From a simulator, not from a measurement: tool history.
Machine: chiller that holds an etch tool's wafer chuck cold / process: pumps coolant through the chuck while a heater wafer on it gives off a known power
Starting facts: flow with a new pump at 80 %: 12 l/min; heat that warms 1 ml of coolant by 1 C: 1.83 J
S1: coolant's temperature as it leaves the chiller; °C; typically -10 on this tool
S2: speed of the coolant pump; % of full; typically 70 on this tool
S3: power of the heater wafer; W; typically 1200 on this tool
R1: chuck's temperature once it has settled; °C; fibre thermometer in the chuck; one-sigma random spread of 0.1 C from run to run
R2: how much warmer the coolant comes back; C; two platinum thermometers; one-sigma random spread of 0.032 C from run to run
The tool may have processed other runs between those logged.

Run 1, hour 0.0: usual settings. Result: R1 4.0 °C, R2 3.92 C.
Run 2, hour 196.1: usual settings but S1 -12 °C. Result: R1 2.5 °C, R2 3.98 C.
Run 3, hour 322.5: usual settings but S1 -12 °C, S2 94 % of full. Result: R1 -0.8 °C, R2 2.93 C.
Run 4, hour 519.4: usual settings but S1 -12 °C, S2 94 % of full. Result: R1 -0.5 °C, R2 3.01 C.
Run 5, hour 707.4: usual settings. Result: R1 5.0 °C, R2 4.05 C.
Run 6, hour 898.8: usual settings. Result: R1 5.2 °C, R2 4.05 C.
Run 7, hour 1101.6: usual settings. Result: R1 5.3 °C, R2 4.08 C.
Run 8, hour 1206.7: usual settings. Result: R1 5.5 °C, R2 4.15 C.
Run 9, hour 1311.2: usual settings. Result: R1 5.8 °C, R2 4.19 C.
Run 10, hour 1478.9: usual settings. Result: R1 5.8 °C, R2 4.15 C.
Run 11, hour 1612.0: usual settings but S3 863 W. Result: R1 1.6 °C, R2 3.03 C.
Run 12, hour 1803.9: usual settings but S3 863 W. Result: R1 1.9 °C, R2 3.11 C.
Run 13, hour 1989.5: usual settings but S3 863 W. Result: R1 2.1 °C, R2 3.08 C.
Run 14, hour 2163.1: usual settings but S3 863 W. Result: R1 2.3 °C, R2 3.06 C.
Run 15, hour 2369.6: usual settings but S3 1217 W. Result: R1 7.4 °C, R2 4.33 C.
Run 16, hour 2484.0: usual settings but S3 1217 W. Result: R1 7.5 °C, R2 4.36 C.
Run 17, hour 2575.0: usual settings but S1 -2 °C, S2 62 % of full, S3 718 W. Result: R1 9.6 °C, R2 2.97 C.
At hour 2598.4: coolant pump overhauled.
At hour 2618.1: coolant changed, channels flushed.
At hour 2671.5: chiller's thermometer calibrated.
Run 18, hour 2765.0: usual settings but S1 -2 °C, S2 69 % of full, S3 718 W. Result: R1 7.0 °C, R2 2.92 C.
Run 19, hour 2878.0: usual settings but S2 89 % of full, S3 719 W. Result: R1 -2.8 °C, R2 2.25 C.
Run 20, hour 3058.8: usual settings but S1 -9 °C, S2 74 % of full, S3 1080 W. Result: R1 3.9 °C, R2 4.07 C.
Run 21, hour 3192.7: usual settings but S1 -14 °C, S2 64 % of full, S3 918 W. Result: R1 -1.3 °C, R2 4.09 C.
Run 22, hour 3332.3: usual settings but S1 -2 °C, S2 80 % of full, S3 1051 W. Result: R1 10.2 °C, R2 3.73 C.
At hour 3491.6: coolant pump overhauled, once more.
Run 23, hour 3515.8: usual settings but S1 -2 °C, S2 80 % of full, S3 1051 W. Result: R1 7.9 °C, R2 2.89 C.
Run 24, hour 3630.2: usual settings but S2 74 % of full, S3 1450 W. Result: R1 4.7 °C, R2 4.23 C.
Run 25, hour 3833.8: usual settings but S2 74 % of full, S3 1450 W. Result: R1 4.7 °C, R2 4.35 C.
Run 26, hour 3920.5: usual settings but S1 -12 °C, S3 813 W. Result: R1 -3.1 °C, R2 2.58 C.
Run 27, hour 4120.5: usual settings but S1 -14 °C, S2 68 % of full, S3 1281 W. Result: R1 0.6 °C, R2 4.23 C.
Run 28, hour 4295.3: usual settings but S2 97 % of full, S3 1230 W. Result: R1 0.4 °C, R2 2.79 C.
Run 29, hour 4464.8: usual settings but S2 67 % of full, S3 1230 W. Result: R1 4.4 °C, R2 4.15 C.
Run 30, hour 4608.9: usual settings but S1 -5 °C, S2 97 % of full, S3 809 W. Result: R1 2.1 °C, R2 1.89 C.
Run 31, hour 4721.0: usual settings but S2 60 % of full, S3 964 W. Result: R1 2.7 °C, R2 3.69 C.
Run 32, hour 4837.4: usual settings but S1 -20 °C, S2 93 % of full, S3 1016 W. Result: R1 -10.6 °C, R2 2.46 C.

What if the next run were any one of these 4? Each begins from the tool's condition after run 32:
Run A, hour 5025.1: usual settings but S2 66 % of full, S3 996 W. Result: R1 ?, R2 ?.
Run B, hour 5025.1: usual settings but S1 -20 °C, S2 68 % of full, S3 1182 W. Result: R1 ?, R2 ?.
Run C, hour 5025.1: usual settings but S1 -13 °C, S2 77 % of full, S3 890 W. Result: R1 ?, R2 ?.
Run D, hour 5025.1: usual settings but S1 -5 °C. Result: R1 ?, R2 ?.

run    R1    R2
  A   2.2  3.48
  B  -5.7  4.05
  C  -3.1  2.60
  D   9.4  3.99
Without the tool's unlogged condition, the same runs would have read:
run    R1    R2
  A   0.5  3.32
  B  -7.7  3.88
  C  -4.5  2.48
  D   7.4  3.82

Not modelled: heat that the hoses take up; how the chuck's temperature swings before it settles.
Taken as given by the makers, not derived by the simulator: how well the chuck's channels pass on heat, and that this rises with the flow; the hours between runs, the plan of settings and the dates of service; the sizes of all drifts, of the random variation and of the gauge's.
